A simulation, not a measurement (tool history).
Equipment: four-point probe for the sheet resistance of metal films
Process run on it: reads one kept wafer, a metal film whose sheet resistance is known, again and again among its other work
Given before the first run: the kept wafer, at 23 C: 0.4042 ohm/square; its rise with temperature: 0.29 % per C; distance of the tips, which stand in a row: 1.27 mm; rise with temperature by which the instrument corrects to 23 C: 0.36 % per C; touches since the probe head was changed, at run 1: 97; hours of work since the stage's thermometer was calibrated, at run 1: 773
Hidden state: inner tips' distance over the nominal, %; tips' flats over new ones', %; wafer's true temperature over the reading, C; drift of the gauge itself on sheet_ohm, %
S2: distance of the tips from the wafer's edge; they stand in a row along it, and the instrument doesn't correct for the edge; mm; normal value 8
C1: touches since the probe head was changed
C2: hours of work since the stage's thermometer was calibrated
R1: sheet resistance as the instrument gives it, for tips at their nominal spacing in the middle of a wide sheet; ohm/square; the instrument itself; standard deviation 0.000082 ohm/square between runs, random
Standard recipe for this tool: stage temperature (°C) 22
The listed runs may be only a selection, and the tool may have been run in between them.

{"run": 1, "day": 0.0, "stage temperature (°C)": 22, "S2": 8, "C1": 97, "C2": 773, "R1": 0.4099}
{"run": 2, "day": 0.629, "stage temperature (°C)": 22, "S2": 8, "C1": 251, "C2": 780, "R1": 0.409862}
{"run": 3, "day": 1.133, "stage temperature (°C)": 25, "S2": 8, "C1": 375, "C2": 786, "R1": 0.409164}
{"run": 4, "day": 1.6, "stage temperature (°C)": 25, "S2": 8, "C1": 490, "C2": 791, "R1": 0.408947}
{"run": 5, "day": 2.033, "stage temperature (°C)": 25, "S2": 8, "C1": 596, "C2": 796, "R1": 0.409004}
{"run": 6, "day": 2.404, "stage temperature (°C)": 25, "S2": 8, "C1": 686, "C2": 800, "R1": 0.409032}
{"run": 7, "day": 2.9, "stage temperature (°C)": 22, "S2": 8, "C1": 808, "C2": 806, "R1": 0.409962}
{"run": 8, "day": 3.279, "stage temperature (°C)": 22, "S2": 9, "C1": 902, "C2": 810, "R1": 0.408836}
{"run": 9, "day": 3.758, "stage temperature (°C)": 22, "S2": 9, "C1": 1019, "C2": 816, "R1": 0.408679}
{"run": 10, "day": 4.062, "stage temperature (°C)": 22, "S2": 9, "C1": 1094, "C2": 819, "R1": 0.408501}
{"run": 11, "day": 4.604, "stage temperature (°C)": 22, "S2": 9, "C1": 1226, "C2": 825, "R1": 0.40874}
{"run": 12, "day": 5.138, "stage temperature (°C)": 22, "S2": 8, "C1": 1357, "C2": 831, "R1": 0.409943}
{"run": 13, "day": 5.758, "stage temperature (°C)": 22, "S2": 5, "C1": 1509, "C2": 838, "R1": 0.418098}
{"run": 14, "day": 6.279, "stage temperature (°C)": 18, "S2": 8, "C1": 1637, "C2": 844, "R1": 0.411097}
{"run": 15, "day": 6.75, "stage temperature (°C)": 18, "S2": 8, "C1": 1752, "C2": 850, "R1": 0.411176}
{"run": 16, "day": 7.342, "stage temperature (°C)": 22, "S2": 20, "C1": 1898, "C2": 856, "R1": 0.405325}
{"run": 17, "day": 7.938, "stage temperature (°C)": 22, "S2": 20, "C1": 2043, "C2": 863, "R1": 0.405431}
{"run": 18, "day": 8.554, "stage temperature (°C)": 22, "S2": 20, "C1": 2194, "C2": 870, "R1": 0.405453}
{"run": 19, "day": 9.004, "stage temperature (°C)": 22, "S2": 20, "C1": 2305, "C2": 875, "R1": 0.405316}
{"run": 20, "day": 9.354, "stage temperature (°C)": 22, "S2": 20, "C1": 2391, "C2": 879, "R1": 0.40523}
{"run": 21, "day": 9.812, "stage temperature (°C)": 21, "S2": 8, "C1": 2503, "C2": 884, "R1": 0.410236}
{"run": 22, "day": 10.438, "stage temperature (°C)": 29, "S2": 8, "C1": 2657, "C2": 891, "R1": 0.407866}
{"run": 23, "day": 10.983, "stage temperature (°C)": 29, "S2": 8, "C1": 2791, "C2": 898, "R1": 0.407862}
{"run": 24, "day": 11.633, "stage temperature (°C)": 20, "S2": 8, "C1": 2949, "C2": 905, "R1": 0.410525}
{"run": 25, "day": 11.9, "stage temperature (°C)": 20, "S2": 8, "C1": 3015, "C2": 908, "R1": 0.410462}
{"run": 26, "day": 12.325, "stage temperature (°C)": 20, "S2": 8, "C1": 3119, "C2": 913, "R1": 0.410421}
{"run": 27, "day": 12.825, "stage temperature (°C)": 23, "S2": 24, "C1": 3242, "C2": 918, "R1": 0.40477}
{"run": 28, "day": 13.429, "stage temperature (°C)": 27, "S2": 13, "C1": 3390, "C2": 925, "R1": 0.405145}
{"run": 29, "day": 14.075, "stage temperature (°C)": 27, "S2": 13, "C1": 3548, "C2": 933, "R1": 0.405067}
{"run": 30, "day": 14.717, "stage temperature (°C)": 29, "S2": 8, "C1": 3706, "C2": 940, "R1": 0.407875}
{"run": 31, "day": 15.308, "stage temperature (°C)": 29, "S2": 8, "C1": 3850, "C2": 946, "R1": 0.40804}
{"run": 32, "day": 15.929, "stage temperature (°C)": 29, "S2": 8, "C1": 4002, "C2": 954, "R1": 0.407917}
{"run": 33, "day": 16.508, "stage temperature (°C)": 29, "S2": 8, "C1": 4145, "C2": 960, "R1": 0.407769}
{"run": 34, "day": 16.904, "stage temperature (°C)": 22, "S2": 12, "C1": 4242, "C2": 965, "R1": 0.406981}
{"run": 35, "day": 17.217, "stage temperature (°C)": 22, "S2": 4, "C1": 4318, "C2": 968, "R1": 0.425135}
{"run": 36, "day": 17.767, "stage temperature (°C)": 22, "S2": 4, "C1": 4453, "C2": 974, "R1": 0.425314}
{"run": 37, "day": 18.154, "stage temperature (°C)": 22, "S2": 8, "C1": 4548, "C2": 979, "R1": 0.409959}
{"run": 38, "day": 18.796, "stage temperature (°C)": 26, "S2": 14, "C1": 4706, "C2": 986, "R1": 0.405186}
{"run": 39, "day": 19.062, "stage temperature (°C)": 30, "S2": 41, "C1": 4771, "C2": 989, "R1": 0.402451}
{"run": 40, "day": 19.562, "stage temperature (°C)": 30, "S2": 41, "C1": 4893, "C2": 995, "R1": 0.402511}
{"run": 41, "day": 19.967, "stage temperature (°C)": 30, "S2": 41, "C1": 4993, "C2": 999, "R1": 0.402425}
{"run": 42, "day": 20.35, "stage temperature (°C)": 24, "S2": 8, "C1": 5087, "C2": 1004, "R1": 0.409311}
{"run": 43, "day": 20.95, "stage temperature (°C)": 28, "S2": 10, "C1": 5234, "C2": 1010, "R1": 0.406262}
{"run": 44, "day": 21.575, "stage temperature (°C)": 34, "S2": 13, "C1": 5388, "C2": 1018, "R1": 0.403107}
{"run": 45, "day": 22.021, "stage temperature (°C)": 22, "S2": 9, "C1": 5496, "C2": 1023, "R1": 0.408895}
{"run": 46, "day": 22.55, "stage temperature (°C)": 19, "S2": 8, "C1": 5626, "C2": 1029, "R1": 0.410918}

Here are 3 independent what-if runs from the current tool condition. What would each one return?
{"run": "A", "day": 23.104, "stage temperature (°C)": 21, "S2": 10, "C1": 5762, "C2": 1035, "R1": "?"}
{"run": "B", "day": 23.104, "stage temperature (°C)": 31, "S2": 8, "C1": 5762, "C2": 1035, "R1": "?"}
{"run": "C", "day": 23.104, "stage temperature (°C)": 22, "S2": 15, "C1": 5762, "C2": 1035, "R1": "?"}

run=A R1=0.408261
run=B R1=0.407255
run=C R1=0.406135
Had the tool no hidden state, the same runs would have come out as:
run=A R1=0.408254
run=B R1=0.407248
run=C R1=0.406128
